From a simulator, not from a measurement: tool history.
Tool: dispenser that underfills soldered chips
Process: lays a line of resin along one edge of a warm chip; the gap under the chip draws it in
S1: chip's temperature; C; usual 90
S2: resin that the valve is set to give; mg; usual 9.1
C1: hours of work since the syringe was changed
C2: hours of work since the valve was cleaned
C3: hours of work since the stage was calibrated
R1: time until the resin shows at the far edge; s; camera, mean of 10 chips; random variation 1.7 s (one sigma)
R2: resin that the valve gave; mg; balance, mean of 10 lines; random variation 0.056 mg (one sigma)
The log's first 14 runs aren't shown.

| run | hour | S1 | S2 | C1 | C2 | C3 | R1 | R2 |
|---|---|---|---|---|---|---|---|---|
|  | 156.9 | new syringe of resin |
| 15 | 162.2 | 83 | 9.1 | 4 | 110 | 276 | 340.6 | 8.53 |
|  | 166.5 | new syringe of resin |
| 16 | 174.2 | 94 | 9.1 | 6 | 119 | 285 | 233.6 | 8.62 |
|  | 176.7 | new syringe of resin |
|  | 178.9 | dispensing valve cleaned and set on the balance |
|  | 187.8 | new syringe of resin |
| 17 | 191 | 90 | 9.1 | 2 | 9 | 296 | 215.3 | 9.15 |
|  | 198 | new syringe of resin |
| 18 | 204 | 79 | 9.1 | 4 | 18 | 305 | 427.6 | 9 |
|  | 208.3 | new syringe of resin |
| 19 | 215.5 | 83 | 10.19 | 5 | 26 | 313 | 362.9 | 10.12 |
|  | 217.9 | new syringe of resin |
|  | 227.6 | new syringe of resin |
|  | 228.6 | stage's temperature calibrated |
| 20 | 231.6 | 102 | 11.77 | 2 | 37 | 2 | 116.7 | 11.6 |
|  | 238.5 | new syringe of resin |
| 21 | 245.6 | 76 | 11.38 | 5 | 47 | 12 | 487.1 | 11.14 |
|  | 248.2 | new syringe of resin |
| 22 | 256.2 | 99 | 7.89 | 6 | 54 | 20 | 180.3 | 7.69 |
|  | 258.1 | new syringe of resin |
| 23 | 263.2 | 99 | 7.89 | 4 | 59 | 25 | 154.8 | 7.64 |
|  | 267.6 | new syringe of resin |
| 24 | 271 | 98 | 10.2 | 2 | 64 | 30 | 144.2 | 9.9 |
|  | 277.3 | new syringe of resin |
| 25 | 285.1 | 104 | 9.31 | 6 | 75 | 40 | 144.3 | 8.99 |
|  | 287.8 | new syringe of resin |
| 26 | 295.5 | 90 | 10.85 | 6 | 82 | 47 | 264.1 | 10.47 |
|  | 298.1 | new syringe of resin |
| 27 | 303.7 | 90 | 8.08 | 4 | 88 | 53 | 239 | 7.79 |
|  | 307.8 | new syringe of resin |
| 28 | 315.1 | 90 | 8.08 | 5 | 96 | 61 | 272.1 | 7.63 |
|  | 317.4 | new syringe of resin |
|  | 327 | new syringe of resin |
| 29 | 331.3 | 92 | 11.52 | 3 | 107 | 73 | 197.4 | 10.89 |
|  | 336.5 | new syringe of resin |
| 30 | 342.9 | 91 | 8.45 | 5 | 115 | 81 | 248.7 | 7.97 |
|  | 346.9 | new syringe of resin |
|  | 353.6 | dispensing valve cleaned and set on the balance |
|  | 357.8 | new syringe of resin |
| 31 | 358.8 | 98 | 9.48 | 1 | 4 | 91 | 125.6 | 9.4 |
|  | 368 | new syringe of resin |
| 32 | 368.3 | 98 | 8.13 | 0 | 10 | 98 | 126.6 | 8.2 |
|  | 377.7 | new syringe of resin |
| 33 | 384.6 | 98 | 8.13 | 5 | 22 | 110 | 180.7 | 8.07 |
|  | 387.8 | new syringe of resin |
| 34 | 394.4 | 77 | 10.88 | 5 | 29 | 117 | 460.6 | 10.78 |
|  | 398 | new syringe of resin |
|  | 408 | new syringe of resin |
| 35 | 409.6 | 77 | 10.88 | 1 | 40 | 127 | 362.5 | 10.65 |

3 ways to go on from here, each from the tool as it stands after run 35. What would each give?
| A | 416.9 | 83 | 10.02 | 6 | 45 | 133 | ? | ? |
| B | 416.9 | 78 | 10.97 | 6 | 45 | 133 | ? | ? |
| C | 416.9 | 98 | 10.88 | 6 | 45 | 133 | ? | ? |

| run | R1 | R2 |
|---|---|---|
| A | 399 | 9.85 |
| B | 499.9 | 10.67 |
| C | 195.4 | 10.65 |
Without the tool's hidden state the same runs would have given:
| run | R1 | R2 |
|---|---|---|
| A | 233.4 | 10.09 |
| B | 292.3 | 10.93 |
| C | 114.6 | 10.9 |
